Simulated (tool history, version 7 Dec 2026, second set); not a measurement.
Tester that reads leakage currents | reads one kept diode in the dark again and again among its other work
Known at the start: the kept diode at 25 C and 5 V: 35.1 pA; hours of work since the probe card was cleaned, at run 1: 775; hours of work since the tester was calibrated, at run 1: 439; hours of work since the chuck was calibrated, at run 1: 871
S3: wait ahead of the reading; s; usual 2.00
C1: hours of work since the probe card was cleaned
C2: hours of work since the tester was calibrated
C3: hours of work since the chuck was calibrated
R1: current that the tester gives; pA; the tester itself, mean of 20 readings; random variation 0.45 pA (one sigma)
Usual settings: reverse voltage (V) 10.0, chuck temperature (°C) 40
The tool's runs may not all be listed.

run 1 hour=0.0 | reverse_voltage_(V)=10.0 chuck_temperature_(°C)=40 S3=2.00 | C1=775 C2=439 C3=871 | R1=149.44
run 2 hour=63.4 | reverse_voltage_(V)=10.0 chuck_temperature_(°C)=40 S3=2.00 | C1=825 C2=488 C3=921 | R1=150.01
run 3 hour=145.6 | reverse_voltage_(V)=10.0 chuck_temperature_(°C)=40 S3=2.00 | C1=890 C2=553 C3=985 | R1=150.22
-- hour=160.4 chuck's temperature calibrated
run 4 hour=208.6 | reverse_voltage_(V)=10.0 chuck_temperature_(°C)=40 S3=1.82 | C1=937 C2=601 C3=38 | R1=149.86
run 5 hour=326.1 | reverse_voltage_(V)=10.0 chuck_temperature_(°C)=40 S3=2.00 | C1=1030 C2=693 C3=130 | R1=149.40
run 6 hour=407.5 | reverse_voltage_(V)=1.2 chuck_temperature_(°C)=46 S3=7.46 | C1=1094 C2=757 C3=194 | R1=88.43

The next listed run, before its measurement:
run 7 hour=517.4 | reverse_voltage_(V)=3.1 chuck_temperature_(°C)=40 S3=3.08 | C1=1180 C2=844 C3=281 | R1=?

{"run 7": {"R1": 88.69}}
Without the tool's hidden state the same run would have given R1 88.68 pA.
